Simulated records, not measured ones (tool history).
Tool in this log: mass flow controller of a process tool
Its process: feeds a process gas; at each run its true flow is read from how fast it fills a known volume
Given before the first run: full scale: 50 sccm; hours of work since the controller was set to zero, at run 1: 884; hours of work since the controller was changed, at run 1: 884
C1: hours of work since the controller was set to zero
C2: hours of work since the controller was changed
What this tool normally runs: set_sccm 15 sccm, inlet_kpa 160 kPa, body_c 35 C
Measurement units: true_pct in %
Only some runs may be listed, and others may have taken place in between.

{"run": 1, "hour": 0.0, "set_sccm": 15, "inlet_kpa": 160, "body_c": 35, "C1": 884, "C2": 884, "true_pct": 97.63}
{"run": 2, "hour": 47.6, "set_sccm": 15, "inlet_kpa": 160, "body_c": 35, "C1": 910, "C2": 910, "true_pct": 97.67}
{"run": 3, "hour": 95.8, "set_sccm": 15, "inlet_kpa": 160, "body_c": 35, "C1": 937, "C2": 937, "true_pct": 97.48}
{"run": 4, "hour": 148.1, "set_sccm": 15, "inlet_kpa": 160, "body_c": 35, "C1": 967, "C2": 967, "true_pct": 97.41}
{"run": 5, "hour": 230.4, "set_sccm": 15, "inlet_kpa": 160, "body_c": 35, "C1": 1013, "C2": 1013, "true_pct": 97.45}
{"run": 6, "hour": 307.7, "set_sccm": 15, "inlet_kpa": 160, "body_c": 35, "C1": 1056, "C2": 1056, "true_pct": 97.25}
{"run": 7, "hour": 391.0, "set_sccm": 15, "inlet_kpa": 160, "body_c": 35, "C1": 1103, "C2": 1103, "true_pct": 97.12}
{"run": 8, "hour": 469.0, "set_sccm": 15, "inlet_kpa": 142, "body_c": 35, "C1": 1146, "C2": 1146, "true_pct": 97.2}
{"run": 9, "hour": 554.6, "set_sccm": 15, "inlet_kpa": 142, "body_c": 35, "C1": 1194, "C2": 1194, "true_pct": 97.06}
{"run": 10, "hour": 625.9, "set_sccm": 7, "inlet_kpa": 142, "body_c": 35, "C1": 1234, "C2": 1234, "true_pct": 96.5}
{"run": 11, "hour": 668.1, "set_sccm": 10, "inlet_kpa": 160, "body_c": 35, "C1": 1258, "C2": 1258, "true_pct": 96.41}
{"run": 12, "hour": 718.8, "set_sccm": 15, "inlet_kpa": 195, "body_c": 35, "C1": 1286, "C2": 1286, "true_pct": 96.51}
{"run": 13, "hour": 795.7, "set_sccm": 15, "inlet_kpa": 160, "body_c": 38, "C1": 1329, "C2": 1329, "true_pct": 96.54}
{"run": 14, "hour": 845.1, "set_sccm": 15, "inlet_kpa": 160, "body_c": 35, "C1": 1357, "C2": 1357, "true_pct": 96.57}
{"run": 15, "hour": 920.6, "set_sccm": 15, "inlet_kpa": 160, "body_c": 35, "C1": 1399, "C2": 1399, "true_pct": 96.54}
{"run": 16, "hour": 959.8, "set_sccm": 15, "inlet_kpa": 160, "body_c": 35, "C1": 1421, "C2": 1421, "true_pct": 96.36}
{"run": 17, "hour": 1029.6, "set_sccm": 15, "inlet_kpa": 160, "body_c": 35, "C1": 1460, "C2": 1460, "true_pct": 96.32}
{"run": 18, "hour": 1089.6, "set_sccm": 15, "inlet_kpa": 251, "body_c": 35, "C1": 1494, "C2": 1494, "true_pct": 95.74}
{"run": 19, "hour": 1156.6, "set_sccm": 15, "inlet_kpa": 251, "body_c": 35, "C1": 1531, "C2": 1531, "true_pct": 95.48}
{"run": 20, "hour": 1217.2, "set_sccm": 18, "inlet_kpa": 251, "body_c": 35, "C1": 1565, "C2": 1565, "true_pct": 95.72}
{"run": 21, "hour": 1274.0, "set_sccm": 12, "inlet_kpa": 160, "body_c": 35, "C1": 1597, "C2": 1597, "true_pct": 95.78}
{"run": 22, "hour": 1315.2, "set_sccm": 12, "inlet_kpa": 160, "body_c": 30, "C1": 1620, "C2": 1620, "true_pct": 95.91}
{"run": 23, "hour": 1380.6, "set_sccm": 41, "inlet_kpa": 166, "body_c": 21, "C1": 1657, "C2": 1657, "true_pct": 97.91}
{"run": 24, "hour": 1418.2, "set_sccm": 41, "inlet_kpa": 166, "body_c": 21, "C1": 1678, "C2": 1678, "true_pct": 97.98}
{"run": 25, "hour": 1461.0, "set_sccm": 25, "inlet_kpa": 212, "body_c": 21, "C1": 1702, "C2": 1702, "true_pct": 96.6}
{"run": 26, "hour": 1520.0, "set_sccm": 16, "inlet_kpa": 208, "body_c": 30, "C1": 1735, "C2": 1735, "true_pct": 95.68}
{"hour": 1536.0, "done": "gauge calibrated"}
{"run": 27, "hour": 1567.0, "set_sccm": 16, "inlet_kpa": 208, "body_c": 30, "C1": 1761, "C2": 1761, "true_pct": 97.56}
{"run": 28, "hour": 1649.9, "set_sccm": 30, "inlet_kpa": 241, "body_c": 21, "C1": 1807, "C2": 1807, "true_pct": 98.47}
{"run": 29, "hour": 1735.5, "set_sccm": 30, "inlet_kpa": 241, "body_c": 21, "C1": 1855, "C2": 1855, "true_pct": 98.47}
{"run": 30, "hour": 1773.2, "set_sccm": 7, "inlet_kpa": 182, "body_c": 21, "C1": 1876, "C2": 1876, "true_pct": 97.34}
{"run": 31, "hour": 1849.8, "set_sccm": 15, "inlet_kpa": 202, "body_c": 24, "C1": 1919, "C2": 1919, "true_pct": 97.57}
{"run": 32, "hour": 1922.4, "set_sccm": 15, "inlet_kpa": 187, "body_c": 25, "C1": 1960, "C2": 1960, "true_pct": 97.33}
{"run": 33, "hour": 1988.7, "set_sccm": 15, "inlet_kpa": 187, "body_c": 25, "C1": 1997, "C2": 1997, "true_pct": 97.3}
{"run": 34, "hour": 2041.2, "set_sccm": 17, "inlet_kpa": 187, "body_c": 34, "C1": 2026, "C2": 2026, "true_pct": 96.98}
{"run": 35, "hour": 2102.7, "set_sccm": 17, "inlet_kpa": 187, "body_c": 34, "C1": 2061, "C2": 2061, "true_pct": 96.94}

Run 36 has not been measured yet. What should we expect?
{"run": 36, "hour": 2158.3, "set_sccm": 15, "inlet_kpa": 160, "body_c": 20, "C1": 2092, "C2": 2092, "true_pct": "?"}

true_pct: 97.39 %
If the tool had no hidden condition, the same run with the same run-to-run variation would have returned true_pct 98.21 %.

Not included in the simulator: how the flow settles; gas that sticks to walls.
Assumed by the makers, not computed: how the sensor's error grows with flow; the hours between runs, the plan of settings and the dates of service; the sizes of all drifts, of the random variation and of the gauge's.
